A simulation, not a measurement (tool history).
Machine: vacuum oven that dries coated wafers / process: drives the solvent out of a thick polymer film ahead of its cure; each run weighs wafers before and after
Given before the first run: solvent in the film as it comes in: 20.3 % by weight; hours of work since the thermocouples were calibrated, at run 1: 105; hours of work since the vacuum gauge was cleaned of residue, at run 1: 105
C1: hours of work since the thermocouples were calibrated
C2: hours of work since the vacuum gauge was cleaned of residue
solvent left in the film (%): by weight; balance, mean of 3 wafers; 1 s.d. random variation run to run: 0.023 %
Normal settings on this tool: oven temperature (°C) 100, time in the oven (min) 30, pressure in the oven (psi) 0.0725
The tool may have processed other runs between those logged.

{"run": 1, "hour": 0.0, "oven temperature (°C)": 100, "time in the oven (min)": 30, "pressure in the oven (psi)": 0.0725, "C1": 105, "C2": 105, "solvent left in the film (%)": 0.76}
{"run": 2, "hour": 76.9, "oven temperature (°C)": 100, "time in the oven (min)": 30, "pressure in the oven (psi)": 0.0725, "C1": 166, "C2": 166, "solvent left in the film (%)": 0.77}
{"run": 3, "hour": 145.6, "oven temperature (°C)": 100, "time in the oven (min)": 30, "pressure in the oven (psi)": 0.0725, "C1": 221, "C2": 221, "solvent left in the film (%)": 0.78}
{"run": 4, "hour": 227.6, "oven temperature (°C)": 100, "time in the oven (min)": 30, "pressure in the oven (psi)": 0.0725, "C1": 286, "C2": 286, "solvent left in the film (%)": 0.78}
{"run": 5, "hour": 313.1, "oven temperature (°C)": 111, "time in the oven (min)": 30, "pressure in the oven (psi)": 0.0725, "C1": 355, "C2": 355, "solvent left in the film (%)": 0.22}
{"run": 6, "hour": 415.9, "oven temperature (°C)": 100, "time in the oven (min)": 22, "pressure in the oven (psi)": 0.0725, "C1": 437, "C2": 437, "solvent left in the film (%)": 1.68}
{"run": 7, "hour": 521.0, "oven temperature (°C)": 98, "time in the oven (min)": 22, "pressure in the oven (psi)": 0.0725, "C1": 521, "C2": 521, "solvent left in the film (%)": 1.97}
{"run": 8, "hour": 622.4, "oven temperature (°C)": 98, "time in the oven (min)": 22, "pressure in the oven (psi)": 0.0725, "C1": 602, "C2": 602, "solvent left in the film (%)": 2.03}
{"run": 9, "hour": 668.9, "oven temperature (°C)": 98, "time in the oven (min)": 22, "pressure in the oven (psi)": 0.0725, "C1": 639, "C2": 639, "solvent left in the film (%)": 2.04}
{"run": 10, "hour": 745.0, "oven temperature (°C)": 98, "time in the oven (min)": 22, "pressure in the oven (psi)": 0.0725, "C1": 699, "C2": 699, "solvent left in the film (%)": 2.1}
{"run": 11, "hour": 807.1, "oven temperature (°C)": 98, "time in the oven (min)": 22, "pressure in the oven (psi)": 0.0725, "C1": 749, "C2": 749, "solvent left in the film (%)": 2.05}
{"run": 12, "hour": 893.8, "oven temperature (°C)": 98, "time in the oven (min)": 22, "pressure in the oven (psi)": 0.0725, "C1": 818, "C2": 818, "solvent left in the film (%)": 2.12}
{"run": 13, "hour": 984.9, "oven temperature (°C)": 100, "time in the oven (min)": 30, "pressure in the oven (psi)": 0.0725, "C1": 891, "C2": 891, "solvent left in the film (%)": 0.96}
{"run": 14, "hour": 1044.4, "oven temperature (°C)": 100, "time in the oven (min)": 30, "pressure in the oven (psi)": 0.0725, "C1": 938, "C2": 938, "solvent left in the film (%)": 0.96}
{"run": 15, "hour": 1100.4, "oven temperature (°C)": 100, "time in the oven (min)": 30, "pressure in the oven (psi)": 0.0725, "C1": 983, "C2": 983, "solvent left in the film (%)": 0.99}
{"run": 16, "hour": 1203.1, "oven temperature (°C)": 100, "time in the oven (min)": 30, "pressure in the oven (psi)": 0.0725, "C1": 1065, "C2": 1065, "solvent left in the film (%)": 1.0}
{"run": 17, "hour": 1254.7, "oven temperature (°C)": 100, "time in the oven (min)": 30, "pressure in the oven (psi)": 0.0725, "C1": 1106, "C2": 1106, "solvent left in the film (%)": 0.98}
{"run": 18, "hour": 1340.4, "oven temperature (°C)": 97, "time in the oven (min)": 30, "pressure in the oven (psi)": 0.0725, "C1": 1175, "C2": 1175, "solvent left in the film (%)": 1.31}
{"hour": 1411.5, "done": "oven's thermocouples calibrated"}
{"run": 19, "hour": 1450.0, "oven temperature (°C)": 97, "time in the oven (min)": 30, "pressure in the oven (psi)": 0.0725, "C1": 31, "C2": 1260, "solvent left in the film (%)": 1.11}
{"run": 20, "hour": 1533.9, "oven temperature (°C)": 104, "time in the oven (min)": 26, "pressure in the oven (psi)": 0.1585, "C1": 98, "C2": 1327, "solvent left in the film (%)": 1.0}
{"run": 21, "hour": 1644.6, "oven temperature (°C)": 104, "time in the oven (min)": 26, "pressure in the oven (psi)": 0.1585, "C1": 186, "C2": 1416, "solvent left in the film (%)": 1.03}
{"run": 22, "hour": 1747.5, "oven temperature (°C)": 104, "time in the oven (min)": 52, "pressure in the oven (psi)": 0.1233, "C1": 268, "C2": 1498, "solvent left in the film (%)": 0.45}
{"run": 23, "hour": 1826.3, "oven temperature (°C)": 98, "time in the oven (min)": 54, "pressure in the oven (psi)": 0.0428, "C1": 331, "C2": 1561, "solvent left in the film (%)": 0.31}
{"run": 24, "hour": 1910.4, "oven temperature (°C)": 98, "time in the oven (min)": 54, "pressure in the oven (psi)": 0.0428, "C1": 398, "C2": 1628, "solvent left in the film (%)": 0.35}
{"run": 25, "hour": 1993.3, "oven temperature (°C)": 94, "time in the oven (min)": 47, "pressure in the oven (psi)": 0.1562, "C1": 464, "C2": 1694, "solvent left in the film (%)": 1.02}
{"run": 26, "hour": 2088.4, "oven temperature (°C)": 103, "time in the oven (min)": 30, "pressure in the oven (psi)": 0.0725, "C1": 540, "C2": 1770, "solvent left in the film (%)": 0.67}

For run 27, what comes out?
{"run": 27, "hour": 2194.0, "oven temperature (°C)": 103, "time in the oven (min)": 30, "pressure in the oven (psi)": 0.0725, "C1": 625, "C2": 1854, "solvent left in the film (%)": "?"}

{"run 27": {"solvent left in the film (%)": 0.74}}
If the tool had no hidden condition, the same run with the same run-to-run variation would have returned solvent left in the film (%) 0.55.
